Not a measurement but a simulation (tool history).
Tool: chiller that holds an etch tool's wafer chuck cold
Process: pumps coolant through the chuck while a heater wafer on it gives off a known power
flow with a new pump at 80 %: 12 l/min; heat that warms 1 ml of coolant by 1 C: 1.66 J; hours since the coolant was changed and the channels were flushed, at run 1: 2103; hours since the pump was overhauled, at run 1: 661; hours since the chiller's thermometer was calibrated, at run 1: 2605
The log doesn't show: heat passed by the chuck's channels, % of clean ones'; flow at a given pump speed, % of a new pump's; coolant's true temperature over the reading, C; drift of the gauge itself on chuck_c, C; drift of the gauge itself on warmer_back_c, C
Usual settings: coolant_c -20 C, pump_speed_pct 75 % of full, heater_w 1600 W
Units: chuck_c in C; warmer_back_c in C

run	hour	coolant_c	pump_speed_pct	heater_w	hours since the coolant was changed and the channels were flushed	hours since the pump was overhauled	hours since the chiller's thermometer was calibrated	chuck_c	warmer_back_c
1	0	-20	75	1600	2103	661	2605	-9.5	5.16
2	15	-20	75	1647	2118	676	2620	-8.9	5.32
3	29.4	-20	73	1600	2133	690	2634	-9.3	5.35
4	60.4	-20	73	1600	2164	721	2665	-9.2	5.31
5	78.4	-20	75	1600	2182	739	2683	-9.4	5.14
6	98.8	-20	75	1600	2202	759	2704	-9.4	5.24
7	123.3	-20	75	1600	2226	784	2728	-9.3	5.15
8	144.1	-20	63	1600	2247	805	2749	-8	6.23
9	163.9	-20	75	1600	2267	825	2769	-9.5	5.23
10	192.2	-20	75	1600	2295	853	2797	-9.4	5.24
11	217.5	-20	75	1483	2321	878	2822	-10.1	4.89
12	251	-20	75	1600	2354	912	2856	-9.4	5.2
13	281	-11	75	1600	2384	942	2886	-0.3	5.25
14	299.8	-26	75	1600	2403	960	2905	-15.4	5.29
15	317.8	-18	75	1600	2421	978	2923	-7.4	5.29
16	337.3	-20	75	1600	2441	998	2942	-9.3	5.32
17	354.2	-27	79	1600	2457	1015	2959	-16.6	5.04
18	371.8	-15	82	1279	2475	1032	2977	-7.1	3.9
19	386.2	-12	65	2295	2489	1047	2991	4.5	8.71
20	409.1	-12	65	2295	2512	1070	3014	4.6	8.74
21	434.6	-20	77	1600	2538	1095	3040	-9.6	5.2
22	461.2	-16	93	1600	2564	1122	3066	-6.8	4.29
23	490.6	-20	75	1372	2594	1151	3096	-11	4.58
24	507.7	-20	75	1372	2611	1168	3113	-10.8	4.64
25	534.1	-16	75	1600	2637	1195	3139	-5.4	5.42
26	565.5	-16	75	1600	2669	1226	3170	-5.3	5.37
27	587.8	-15	82	1273	2691	1248	3193	-7	4.02
28	612.5	-21	86	1390	2716	1273	3217	-12.6	4.17
# hour 620.1: gauge calibrated
29	632	-21	86	1390	2735	1293	3237	-12.4	3.81
30	664.5	-17	86	1305	2768	1325	3269	-9.2	3.67
31	690	-17	71	1141	2793	1351	3295	-9.2	3.87

The same runs without the tool's hidden state, with the same run-to-run variation:
run	warmer_back_c
1	5.16
2	5.32
3	5.33
4	5.28
5	5.1
6	5.19
7	5.09
8	6.16
9	5.15
10	5.15
11	4.79
12	5.09
13	5.13
14	5.16
15	5.15
16	5.17
17	4.88
18	3.73
19	8.54
20	8.55
21	5
22	4.08
23	4.36
24	4.42
25	5.19
26	5.12
27	3.76
28	3.9
29	3.8
30	3.65
31	3.84
chuck_c: within 0.1 C of the measured result in every run.
